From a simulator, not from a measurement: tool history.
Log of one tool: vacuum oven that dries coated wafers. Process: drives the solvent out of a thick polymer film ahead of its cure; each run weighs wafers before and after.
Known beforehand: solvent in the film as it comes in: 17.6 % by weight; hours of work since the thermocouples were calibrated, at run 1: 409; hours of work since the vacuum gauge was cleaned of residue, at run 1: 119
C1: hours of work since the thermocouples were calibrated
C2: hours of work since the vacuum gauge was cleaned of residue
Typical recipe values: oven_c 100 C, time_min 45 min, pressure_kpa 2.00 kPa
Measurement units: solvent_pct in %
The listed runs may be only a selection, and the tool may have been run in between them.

Run 1, hour 0.0: usual settings; C1 409; C2 119. Result: solvent_pct 1.86 %.
Run 2, hour 11.0: usual settings; C1 416; C2 126. Result: solvent_pct 1.80 %.
Run 3, hour 17.8: usual settings; C1 421; C2 131. Result: solvent_pct 1.88 %.
Run 4, hour 23.8: usual settings; C1 425; C2 135. Result: solvent_pct 2.01 %.
Run 5, hour 31.2: usual settings but time_min 26 min; C1 430; C2 140. Result: solvent_pct 3.87 %.
Run 6, hour 41.3: usual settings but oven_c 115 C; C1 437; C2 147. Result: solvent_pct 0.50 %.
Run 7, hour 47.4: usual settings but pressure_kpa 3.99 kPa; C1 441; C2 151. Result: solvent_pct 2.63 %.
Run 8, hour 56.5: usual settings but pressure_kpa 2.18 kPa; C1 448; C2 158. Result: solvent_pct 1.89 %.
Run 9, hour 66.2: usual settings but pressure_kpa 2.18 kPa; C1 454; C2 164. Result: solvent_pct 1.88 %.
Run 10, hour 72.7: usual settings; C1 459; C2 169. Result: solvent_pct 1.82 %.
Run 11, hour 78.7: usual settings; C1 463; C2 173. Result: solvent_pct 1.93 %.
Run 12, hour 87.7: usual settings but time_min 36 min; C1 469; C2 179. Result: solvent_pct 2.55 %.
Run 13, hour 92.8: usual settings but time_min 36 min; C1 473; C2 183. Result: solvent_pct 2.50 %.
Run 14, hour 100.7: usual settings but time_min 36 min; C1 478; C2 188. Result: solvent_pct 2.54 %.
Run 15, hour 107.9: usual settings but time_min 36 min; C1 483; C2 193. Result: solvent_pct 2.66 %.
Run 16, hour 119.3: usual settings but oven_c 101 C, time_min 36 min; C1 491; C2 201. Result: solvent_pct 2.32 %.
Run 17, hour 128.6: usual settings but oven_c 101 C, time_min 36 min, pressure_kpa 1.71 kPa; C1 497; C2 207. Result: solvent_pct 2.25 %.
Run 18, hour 140.2: usual settings but oven_c 113 C; C1 505; C2 215. Result: solvent_pct 0.59 %.
Run 19, hour 148.6: usual settings but oven_c 113 C; C1 511; C2 221. Result: solvent_pct 0.52 %.
Run 20, hour 158.5: usual settings but oven_c 88 C, time_min 25 min, pressure_kpa 1.74 kPa; C1 518; C2 228. Result: solvent_pct 8.15 %.
Run 21, hour 169.1: usual settings but oven_c 88 C, time_min 40 min, pressure_kpa 1.74 kPa; C1 525; C2 235. Result: solvent_pct 6.10 %.
Run 22, hour 175.7: usual settings but oven_c 106 C; C1 530; C2 240. Result: solvent_pct 0.93 %.
Run 23, hour 182.3: usual settings but oven_c 98 C, time_min 60 min; C1 534; C2 244. Result: solvent_pct 1.51 %.
Run 24, hour 187.7: usual settings but oven_c 98 C, time_min 26 min; C1 538; C2 248. Result: solvent_pct 4.67 %.
Run 25, hour 197.8: usual settings but oven_c 98 C, time_min 24 min, pressure_kpa 1.73 kPa; C1 545; C2 255. Result: solvent_pct 4.97 %.
Run 26, hour 209.2: usual settings but oven_c 109 C, time_min 27 min, pressure_kpa 1.73 kPa; C1 553; C2 263. Result: solvent_pct 1.55 %.
Run 27, hour 220.0: usual settings but oven_c 109 C, time_min 27 min, pressure_kpa 1.73 kPa; C1 561; C2 271. Result: solvent_pct 1.45 %.
Run 28, hour 227.3: usual settings but oven_c 97 C, time_min 66 min, pressure_kpa 6.08 kPa; C1 566; C2 276. Result: solvent_pct 3.41 %.
Run 29, hour 235.0: usual settings but oven_c 97 C, time_min 66 min, pressure_kpa 6.08 kPa; C1 571; C2 281. Result: solvent_pct 3.41 %.
Run 30, hour 245.6: usual settings but oven_c 92 C, time_min 42 min, pressure_kpa 4.91 kPa; C1 578; C2 288. Result: solvent_pct 5.73 %.
Run 31, hour 253.2: usual settings but oven_c 92 C, time_min 42 min, pressure_kpa 4.91 kPa; C1 583; C2 293. Result: solvent_pct 5.66 %.
Run 32, hour 264.7: usual settings but oven_c 92 C, time_min 42 min, pressure_kpa 4.91 kPa; C1 591; C2 301. Result: solvent_pct 5.79 %.
Run 33, hour 273.5: usual settings but oven_c 92 C, time_min 42 min, pressure_kpa 4.91 kPa; C1 598; C2 307. Result: solvent_pct 5.68 %.
Run 34, hour 281.2: usual settings but oven_c 92 C, time_min 42 min, pressure_kpa 4.91 kPa; C1 603; C2 313. Result: solvent_pct 5.82 %.
Run 35, hour 286.4: usual settings but oven_c 92 C, time_min 42 min, pressure_kpa 4.91 kPa; C1 606; C2 316. Result: solvent_pct 5.77 %.
Run 36, hour 291.6: usual settings but oven_c 92 C, time_min 27 min, pressure_kpa 4.91 kPa; C1 610; C2 320. Result: solvent_pct 7.67 %.
Run 37, hour 299.8: usual settings but time_min 24 min, pressure_kpa 2.68 kPa; C1 616; C2 326. Result: solvent_pct 4.72 %.
Run 38, hour 308.9: usual settings but oven_c 85 C, time_min 26 min, pressure_kpa 2.68 kPa; C1 622; C2 332. Result: solvent_pct 9.38 %.

For each run, the measured value with the value that run would have given without the tool's hidden condition subtracted. The run-to-run variation is shared by both, the gauge scatter possibly not:
Hidden state present: true wafer temperature over the reading, C; true pressure over the reading, kPa; drift of the gauge itself on solvent_pct, %.
run  solvent_pct
  1        +0.20
  2        +0.20
  3        +0.20
  4        +0.21
  5        +0.32
  6        +0.03
  7        +0.23
  8        +0.21
  9        +0.22
 10        +0.22
 11        +0.22
 12        +0.28
 13        +0.28
 14        +0.29
 15        +0.30
 16        +0.28
 17        +0.29
 18        +0.05
 19        +0.05
 20        +0.41
 21        +0.47
 22        +0.13
 23        +0.22
 24        +0.43
 25        +0.44
 26        +0.23
 27        +0.22
 28        +0.30
 29        +0.30
 30        +0.50
 31        +0.49
 32        +0.51
 33        +0.51
 34        +0.52
 35        +0.52
 36        +0.52
 37        +0.48
 38        +0.47
